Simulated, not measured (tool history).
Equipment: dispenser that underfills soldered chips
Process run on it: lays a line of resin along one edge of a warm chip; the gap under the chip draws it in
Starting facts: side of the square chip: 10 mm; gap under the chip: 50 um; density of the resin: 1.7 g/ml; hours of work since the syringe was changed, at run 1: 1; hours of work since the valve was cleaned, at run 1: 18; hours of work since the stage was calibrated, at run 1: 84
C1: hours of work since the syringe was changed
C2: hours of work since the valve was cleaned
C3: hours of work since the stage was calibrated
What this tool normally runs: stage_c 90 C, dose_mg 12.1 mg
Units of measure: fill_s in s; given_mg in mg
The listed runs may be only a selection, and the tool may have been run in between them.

Run 1, hour 0.0: usual settings; C1 1; C2 18; C3 84. Result: fill_s 41.9 s, given_mg 11.88 mg.
Run 2, hour 3.1: usual settings; C1 3; C2 20; C3 86. Result: fill_s 45.7 s, given_mg 11.86 mg.
Run 3, hour 5.5: usual settings; C1 5; C2 22; C3 88. Result: fill_s 48.1 s, given_mg 11.72 mg.
Run 4, hour 8.9: usual settings; C1 7; C2 24; C3 90. Result: fill_s 52.1 s, given_mg 11.81 mg.
Run 5, hour 11.8: usual settings but dose_mg 12.5 mg; C1 9; C2 26; C3 92. Result: fill_s 56.1 s, given_mg 12.24 mg.
Run 6, hour 15.3: usual settings; C1 11; C2 28; C3 94. Result: fill_s 60.8 s, given_mg 11.91 mg.
At hour 16.3: new syringe of resin.
Run 7, hour 20.3: usual settings; C1 3; C2 31; C3 97. Result: fill_s 44.4 s, given_mg 11.66 mg.
Run 8, hour 23.8: usual settings but stage_c 82 C; C1 5; C2 34; C3 99. Result: fill_s 69.6 s, given_mg 11.76 mg.
Run 9, hour 28.2: usual settings; C1 8; C2 36; C3 102. Result: fill_s 54.7 s, given_mg 11.73 mg.
Run 10, hour 32.3: usual settings; C1 10; C2 39; C3 105. Result: fill_s 59.4 s, given_mg 11.66 mg.
At hour 34.6: new syringe of resin.
Run 11, hour 36.8: usual settings; C1 1; C2 42; C3 107. Result: fill_s 42.2 s, given_mg 11.49 mg.
Run 12, hour 41.1: usual settings; C1 4; C2 44; C3 110. Result: fill_s 49.5 s, given_mg 11.59 mg.
Run 13, hour 44.5: usual settings; C1 6; C2 47; C3 112. Result: fill_s 52.2 s, given_mg 11.63 mg.
Run 14, hour 49.3: usual settings; C1 9; C2 50; C3 115. Result: fill_s 57.9 s, given_mg 11.51 mg.
Run 15, hour 51.3: usual settings but dose_mg 15.1 mg; C1 11; C2 51; C3 117. Result: fill_s 58.2 s, given_mg 14.26 mg.
At hour 52.9: new syringe of resin.
Run 16, hour 56.0: usual settings but dose_mg 15.1 mg; C1 2; C2 54; C3 120. Result: fill_s 41.6 s, given_mg 14.22 mg.
Run 17, hour 58.9: usual settings but dose_mg 15.1 mg; C1 4; C2 56; C3 121. Result: fill_s 45.9 s, given_mg 14.14 mg.
Run 18, hour 61.7: usual settings but dose_mg 15.1 mg; C1 6; C2 58; C3 123. Result: fill_s 48.2 s, given_mg 14.23 mg.
Run 19, hour 66.1: usual settings but dose_mg 15.1 mg; C1 8; C2 60; C3 126. Result: fill_s 53.1 s, given_mg 14.24 mg.
Run 20, hour 70.3: usual settings but stage_c 80 C, dose_mg 14.8 mg; C1 11; C2 63; C3 129. Result: fill_s 93.6 s, given_mg 13.84 mg.
At hour 71.0: new syringe of resin.
Run 21, hour 73.8: usual settings but stage_c 94 C, dose_mg 15.2 mg; C1 2; C2 65; C3 131. Result: fill_s 35.2 s, given_mg 14.26 mg.
Run 22, hour 76.4: usual settings but stage_c 84 C, dose_mg 15.1 mg; C1 3; C2 67; C3 133. Result: fill_s 58.3 s, given_mg 14.08 mg.
Run 23, hour 78.9: usual settings but stage_c 84 C, dose_mg 12.3 mg; C1 5; C2 68; C3 134. Result: fill_s 64.4 s, given_mg 11.49 mg.
Run 24, hour 81.4: usual settings but stage_c 84 C, dose_mg 12.3 mg; C1 7; C2 70; C3 136. Result: fill_s 66.4 s, given_mg 11.47 mg.
Run 25, hour 85.6: usual settings but stage_c 82 C, dose_mg 10.4 mg; C1 9; C2 73; C3 139. Result: fill_s 86.9 s, given_mg 9.77 mg.
At hour 89.2: new syringe of resin.
Run 26, hour 89.5: usual settings but stage_c 94 C, dose_mg 10.9 mg; C1 0; C2 75; C3 141. Result: fill_s 35.1 s, given_mg 10.08 mg.
Run 27, hour 93.6: usual settings but stage_c 89 C, dose_mg 12.9 mg; C1 3; C2 78; C3 144. Result: fill_s 45.5 s, given_mg 11.98 mg.
Run 28, hour 98.5: usual settings but stage_c 102 C, dose_mg 11.5 mg; C1 6; C2 81; C3 147. Result: fill_s 31.7 s, given_mg 10.63 mg.
Run 29, hour 100.8: usual settings but stage_c 101 C, dose_mg 13.8 mg; C1 7; C2 82; C3 148. Result: fill_s 32.5 s, given_mg 12.67 mg.
At hour 104.2: dispensing valve cleaned and set on the balance.
Run 30, hour 105.4: usual settings but stage_c 101 C, dose_mg 13.8 mg; C1 10; C2 1; C3 150. Result: fill_s 35.0 s, given_mg 13.78 mg.
At hour 108.4: new syringe of resin.
Run 31, hour 109.2: usual settings but stage_c 103 C, dose_mg 10.9 mg; C1 1; C2 3; C3 153. Result: fill_s 23.7 s, given_mg 10.95 mg.
Run 32, hour 113.1: usual settings but stage_c 86 C, dose_mg 14.4 mg; C1 3; C2 6; C3 155. Result: fill_s 51.2 s, given_mg 14.17 mg.
Run 33, hour 117.2: usual settings but stage_c 92 C, dose_mg 10.5 mg; C1 6; C2 8; C3 158. Result: fill_s 46.0 s, given_mg 10.38 mg.
Run 34, hour 122.0: usual settings but dose_mg 13.1 mg; C1 9; C2 11; C3 161. Result: fill_s 53.8 s, given_mg 13.10 mg.
Run 35, hour 124.7: usual settings but dose_mg 10.7 mg; C1 11; C2 13; C3 163. Result: fill_s 60.8 s, given_mg 10.58 mg.
At hour 126.6: new syringe of resin.
Run 36, hour 127.0: usual settings but stage_c 100 C, dose_mg 14.8 mg; C1 0; C2 14; C3 164. Result: fill_s 25.9 s, given_mg 14.45 mg.
Run 37, hour 131.8: usual settings but stage_c 83 C, dose_mg 13.5 mg; C1 3; C2 17; C3 167. Result: fill_s 59.7 s, given_mg 13.21 mg.

Alternative continuations, all from the tool just after run 37; predict every row:
Run A, hour 134.9: usual settings but stage_c 88 C, dose_mg 11.1 mg; C1 5; C2 19; C3 169. Result: fill_s ?, given_mg ?.
Run B, hour 134.9: usual settings but stage_c 85 C, dose_mg 13.9 mg; C1 5; C2 19; C3 169. Result: fill_s ?, given_mg ?.
Run C, hour 134.9: usual settings but stage_c 94 C, dose_mg 13.9 mg; C1 5; C2 19; C3 169. Result: fill_s ?, given_mg ?.
Run D, hour 134.9: usual settings but stage_c 83 C, dose_mg 12.6 mg; C1 5; C2 19; C3 169. Result: fill_s ?, given_mg ?.

run  fill_s  given_mg
  A    55.2     10.94
  B    58.4     13.65
  C    38.8     13.65
  D    65.8     12.46
With the hidden condition removed and each run's random variation left untouched, the same runs would have given:
run  fill_s  given_mg
  A    46.8     11.13
  B    49.6     13.90
  C    32.8     13.89
  D    55.9     12.68
